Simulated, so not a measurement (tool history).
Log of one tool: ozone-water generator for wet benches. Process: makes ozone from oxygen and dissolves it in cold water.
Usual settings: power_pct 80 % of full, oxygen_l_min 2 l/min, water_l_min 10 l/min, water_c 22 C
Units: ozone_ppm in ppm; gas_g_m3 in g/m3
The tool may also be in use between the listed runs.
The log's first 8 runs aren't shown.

Run 9, day 8.633: usual settings but power_pct 45 % of full. Result: ozone_ppm 15.3 ppm, gas_g_m3 178.2 g/m3.
Run 10, day 9.679: usual settings but water_c 23 C. Result: ozone_ppm 24.6 ppm, gas_g_m3 288.9 g/m3.
Run 11, day 10.9: usual settings. Result: ozone_ppm 24.4 ppm, gas_g_m3 286.8 g/m3.
Run 12, day 12.121: usual settings. Result: ozone_ppm 24.6 ppm, gas_g_m3 288.8 g/m3.
Run 13, day 13.025: usual settings but power_pct 95 % of full. Result: ozone_ppm 28.4 ppm, gas_g_m3 334.5 g/m3.
Run 14, day 14.596: usual settings but power_pct 95 % of full. Result: ozone_ppm 28.6 ppm, gas_g_m3 335.7 g/m3.
Run 15, day 15.517: usual settings. Result: ozone_ppm 24.4 ppm, gas_g_m3 287.5 g/m3.
Run 16, day 17.079: usual settings. Result: ozone_ppm 24.5 ppm, gas_g_m3 288.2 g/m3.
Run 17, day 17.967: usual settings but power_pct 40 % of full, oxygen_l_min 2.23 l/min, water_l_min 15 l/min, water_c 28 C. Result: ozone_ppm 9.3 ppm, gas_g_m3 153.8 g/m3.
Run 18, day 19.104: usual settings but power_pct 40 % of full, oxygen_l_min 1.28 l/min, water_l_min 15 l/min, water_c 28 C. Result: ozone_ppm 7.7 ppm, gas_g_m3 182.2 g/m3.
Run 19, day 20.546: usual settings but power_pct 40 % of full, oxygen_l_min 1.28 l/min, water_l_min 15 l/min, water_c 28 C. Result: ozone_ppm 7.8 ppm, gas_g_m3 183.8 g/m3.
Run 20, day 21.912: usual settings but power_pct 48 % of full, oxygen_l_min 1.25 l/min. Result: ozone_ppm 13.8 ppm, gas_g_m3 215.9 g/m3.
Run 21, day 22.742: usual settings but power_pct 43 % of full, oxygen_l_min 1.01 l/min, water_l_min 11 l/min. Result: ozone_ppm 10.6 ppm, gas_g_m3 213.3 g/m3.
Run 22, day 23.742: usual settings but power_pct 43 % of full, oxygen_l_min 2.3 l/min, water_l_min 11 l/min. Result: ozone_ppm 13.9 ppm, gas_g_m3 159.8 g/m3.
Run 23, day 25.25: usual settings but power_pct 98 % of full, water_l_min 12 l/min, water_c 17 C. Result: ozone_ppm 26.2 ppm, gas_g_m3 339.8 g/m3.
Run 24, day 26.362: usual settings but water_l_min 9 l/min, water_c 16 C. Result: ozone_ppm 28.7 ppm, gas_g_m3 284.1 g/m3.
Run 25, day 27.917: usual settings but power_pct 91 % of full, water_l_min 13 l/min, water_c 17 C. Result: ozone_ppm 23 ppm, gas_g_m3 320.4 g/m3.
Run 26, day 29.371: usual settings but power_pct 91 % of full, water_l_min 13 l/min, water_c 17 C. Result: ozone_ppm 23 ppm, gas_g_m3 320 g/m3.
Run 27, day 30.567: usual settings but power_pct 84 % of full, water_l_min 13 l/min, water_c 17 C. Result: ozone_ppm 21.4 ppm, gas_g_m3 298.8 g/m3.
Run 28, day 31.733: usual settings but power_pct 84 % of full, water_l_min 13 l/min, water_c 16 C. Result: ozone_ppm 21.6 ppm, gas_g_m3 299.8 g/m3.
Run 29, day 33.079: usual settings but power_pct 53 % of full, water_l_min 8 l/min, water_c 15 C. Result: ozone_ppm 22.3 ppm, gas_g_m3 203.3 g/m3.
Run 30, day 33.854: usual settings but power_pct 48 % of full, oxygen_l_min 2.02 l/min, water_l_min 6 l/min, water_c 14 C. Result: ozone_ppm 26.2 ppm, gas_g_m3 184.2 g/m3.
Run 31, day 34.6: usual settings but power_pct 48 % of full, oxygen_l_min 2.02 l/min, water_c 17 C. Result: ozone_ppm 16.8 ppm, gas_g_m3 184.5 g/m3.
Run 32, day 35.879: usual settings but power_pct 48 % of full, oxygen_l_min 2.02 l/min, water_c 17 C. Result: ozone_ppm 17 ppm, gas_g_m3 186.2 g/m3.

Forecast each of these 5 alternatives for the next run:
Run A, day 36.671: usual settings but oxygen_l_min 2.3 l/min, water_c 18 C. Result: ozone_ppm ?, gas_g_m3 ?.
Run B, day 36.671: usual settings but water_c 20 C. Result: ozone_ppm ?, gas_g_m3 ?.
Run C, day 36.671: usual settings but power_pct 48 % of full, oxygen_l_min 2.53 l/min, water_c 20 C. Result: ozone_ppm ?, gas_g_m3 ?.
Run D, day 36.671: usual settings but power_pct 58 % of full, oxygen_l_min 2.02 l/min, water_c 17 C. Result: ozone_ppm ?, gas_g_m3 ?.
Run E, day 36.671: usual settings but power_pct 48 % of full, oxygen_l_min 1.44 l/min, water_l_min 7 l/min, water_c 17 C. Result: ozone_ppm ?, gas_g_m3 ?.

run  ozone_ppm  gas_g_m3
  A       26.4     272.3
  B       25.1     285.2
  C       17.1     172.2
  D       19.5     216.5
  E       20.4     207.3
Without the tool's hidden state the same runs would have given:
run  ozone_ppm  gas_g_m3
  A       28.9     289.3
  B       27.4     303.1
  C       18.3     178.7
  D       21.1     226.6
  E       21.7     215.1
